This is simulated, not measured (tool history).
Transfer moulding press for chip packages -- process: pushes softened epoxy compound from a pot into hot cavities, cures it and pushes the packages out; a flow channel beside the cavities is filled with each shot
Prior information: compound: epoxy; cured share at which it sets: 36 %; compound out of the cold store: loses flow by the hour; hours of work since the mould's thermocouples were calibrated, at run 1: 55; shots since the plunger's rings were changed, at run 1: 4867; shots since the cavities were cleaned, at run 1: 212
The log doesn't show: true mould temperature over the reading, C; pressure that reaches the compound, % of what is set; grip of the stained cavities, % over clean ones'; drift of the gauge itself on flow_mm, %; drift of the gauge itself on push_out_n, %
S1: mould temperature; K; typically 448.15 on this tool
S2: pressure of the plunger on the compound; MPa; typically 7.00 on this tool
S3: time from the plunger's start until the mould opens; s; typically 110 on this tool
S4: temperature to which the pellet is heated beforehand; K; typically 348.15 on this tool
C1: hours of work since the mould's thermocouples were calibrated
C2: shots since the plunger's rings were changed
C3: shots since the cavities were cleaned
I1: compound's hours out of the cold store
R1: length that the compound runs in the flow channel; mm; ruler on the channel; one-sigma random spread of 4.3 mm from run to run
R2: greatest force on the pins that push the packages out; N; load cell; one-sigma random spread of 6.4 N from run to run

run   hour      S1    S2   S3      S4   C1    C2   C3    I1   R1   R2
  1    0.0  448.15  7.00  110  348.15   55  4867  212   9.6  625  399
      21.1  -- plunger's sealing rings changed
  2   23.3  448.15  7.00  145  348.15   65    19  391  31.3  601  399
  3   40.4  448.15  7.00  145  348.15   73   166  538   8.0  665  435
      44.6  -- cavities cleaned with cleaning compound and waxed
  4   56.6  448.15  7.00  145  348.15   80   293  104  47.2  561  277
  5   85.4  448.15  7.00  110  348.15   94   541  352  15.1  647  437
     110.6  -- cavities cleaned with cleaning compound and waxed
  6  116.4  448.15  7.00  110  348.15  108   795   50  45.1  563  280
  7  140.8  445.15  7.00  110  348.15  120  1006  261  13.9  642  430
  8  171.2  445.15  7.00   92  348.15  134  1268  523  16.4  632  775
     175.1  -- cavities cleaned with cleaning compound and waxed
  9  195.0  445.15  7.00   92  348.15  145  1459  171  20.6  623  553
 10  211.3  448.15  7.00  110  348.15  153  1600  312  18.0  629  429
 11  234.3  449.15  7.00  110  348.15  164  1798  510  47.6  552  456
     240.0  -- cavities cleaned with cleaning compound and waxed
 12  264.5  449.15  7.00  110  348.15  178  2045  211  35.7  569  367
 13  293.5  449.15  7.00  110  348.15  192  2295  461  18.5  626  457
     306.6  -- cavities cleaned with cleaning compound and waxed
 14  316.6  449.15  7.00  110  348.15  202  2481   87  47.8  538  297
 15  342.9  448.15  6.03  110  341.15  214  2707  313  38.2  521  414
     371.3  -- cavities cleaned with cleaning compound and waxed
 16  375.9  444.15  8.19  145  343.15  230  2978   39  31.2  633  262
 17  403.1  444.15  8.19  145  343.15  243  3213  274  15.0  680  379
 18  424.1  444.15  8.19  145  343.15  253  3394  455  43.5  597  422
     438.1  -- cavities cleaned with cleaning compound and waxed
 19  442.2  444.15  8.19  145  343.15  261  3537   36  20.5  654  258
 20  470.6  449.15  8.19  126  350.15  274  3782  281  11.7  669  386
 21  490.0  444.15  8.19  126  340.15  283  3949  448   9.6  684  462
     503.7  -- cavities cleaned with cleaning compound and waxed
 22  508.7  444.15  8.19  126  340.15  292  4097   43  16.1  664  297
 23  534.7  448.15  7.97   90  348.15  304  4320  266  46.7  562  495
 24  562.8  448.15  7.97   90  348.15  318  4563  509  31.6  609  626
     568.6  -- cavities cleaned with cleaning compound and waxed
 25  594.9  450.15  6.82  102  339.15  332  4826  226  24.6  574  376
     622.6  -- plunger's sealing rings changed
 26  622.8  450.15  6.82  102  339.15  344     2  445  19.7  619  447
     635.8  -- cavities cleaned with cleaning compound and waxed
 27  649.3  455.15  6.82  142  348.15  356   218  117  11.6  635  290

Consider 5 possible next runs. They are alternatives, not a sequence: every one starts from the tool as it was left by run 27. What does each give?
  A  669.3  455.15  6.82  142  348.15  366  390  289  44.1   ?   ?
  B  669.3  448.15  8.35  118  348.15  366  390  289  15.9   ?   ?
  C  669.3  448.15  5.45  116  340.15  366  390  289  16.8   ?   ?
  D  669.3  442.15  6.82   92  353.15  366  390  289  32.0   ?   ?
  E  669.3  452.15  6.97  110  348.15  366  390  289  47.6   ?   ?

run   R1   R2
  A  550  380
  B  699  388
  C  556  377
  D  602  711
  E  557  392
Stripped of hidden state, with their random variation kept, the same runs would have yielded:
run   R1   R2
  A  554  233
  B  703  243
  C  560  232
  D  606  454
  E  560  243

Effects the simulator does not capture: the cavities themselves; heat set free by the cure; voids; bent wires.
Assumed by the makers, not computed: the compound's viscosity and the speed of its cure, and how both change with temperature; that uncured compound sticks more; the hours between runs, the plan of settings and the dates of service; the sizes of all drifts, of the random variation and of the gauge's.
